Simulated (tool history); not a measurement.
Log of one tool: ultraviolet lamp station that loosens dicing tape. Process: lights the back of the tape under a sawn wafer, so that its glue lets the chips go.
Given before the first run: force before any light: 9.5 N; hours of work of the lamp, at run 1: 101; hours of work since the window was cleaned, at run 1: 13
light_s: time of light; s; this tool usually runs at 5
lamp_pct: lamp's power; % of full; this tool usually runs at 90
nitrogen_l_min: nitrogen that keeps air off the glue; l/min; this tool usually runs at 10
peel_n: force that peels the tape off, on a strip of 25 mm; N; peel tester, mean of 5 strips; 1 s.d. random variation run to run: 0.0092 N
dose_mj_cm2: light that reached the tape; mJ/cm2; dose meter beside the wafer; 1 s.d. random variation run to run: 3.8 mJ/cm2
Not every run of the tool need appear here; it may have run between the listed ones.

run	hour	light_s	lamp_pct	nitrogen_l_min	hours of work of the lamp	hours of work since the window was cleaned	peel_n	dose_mj_cm2
1	0	5	90	10	101	13	0.436	630
2	38.4	8	90	10	128	40	0.112	997
3	64.1	5	90	10	146	58	0.449	615
4	108	5	90	10	176	89	0.464	598
5	131.7	5	90	4	193	106	0.967	600
6	177.3	5	90	10	225	138	0.497	600
# hour 180.6: window cleaned of glue's vapour
7	207.2	5	90	10	246	19	0.508	575
8	256.2	5	90	10	280	53	0.559	571
9	278.9	5	90	10	296	69	0.566	566
# hour 281.9: window cleaned of glue's vapour, once more
10	328.7	5	90	10	330	33	0.542	588
11	371.2	5	90	10	360	63	0.566	579
12	422.8	5	90	10	396	99	0.566	559
13	471.1	2	90	10	430	133	3.118	223
14	496.9	2	90	12	448	151	2.943	219
15	547.2	5	66	6	484	186	1.717	399
16	574.5	7	66	5	503	205	1.019	549
17	609.5	6	89	12	527	230	0.352	620
18	658.9	6	89	12	562	264	0.376	613
19	703.2	4	94	15	593	295	0.884	420
20	740.8	8	94	6	619	322	0.295	842
21	796.7	5	94	6	659	361	1.019	516

Some steps in peel_n, run to run, broken into two amounts with sign: the step expected even without the hidden condition (settings, incoming material, random variation), and the rest, left for the hidden condition together with whatever gauge scatter is not in both the measured and the hidden-condition-free result:
Hidden conditions of the tool in this case: lamp's light, % of a new lamp's; light that the window lets through, % of a clean one's; drift of the gauge itself on peel_n, %; drift of the gauge itself on dose_mj_cm2, %.
Run 12 -> 13: light_s 5 -> 2. peel_n +2.552 N: hidden state +0.367, all else +2.185.
Run 14 -> 15: light_s 2 -> 5, lamp_pct 90 -> 66, nitrogen_l_min 12 -> 6. peel_n -1.226 N: hidden state -0.068, all else -1.158.
Run 20 -> 21: light_s 8 -> 5. peel_n +0.724 N: hidden state +0.343, all else +0.381.
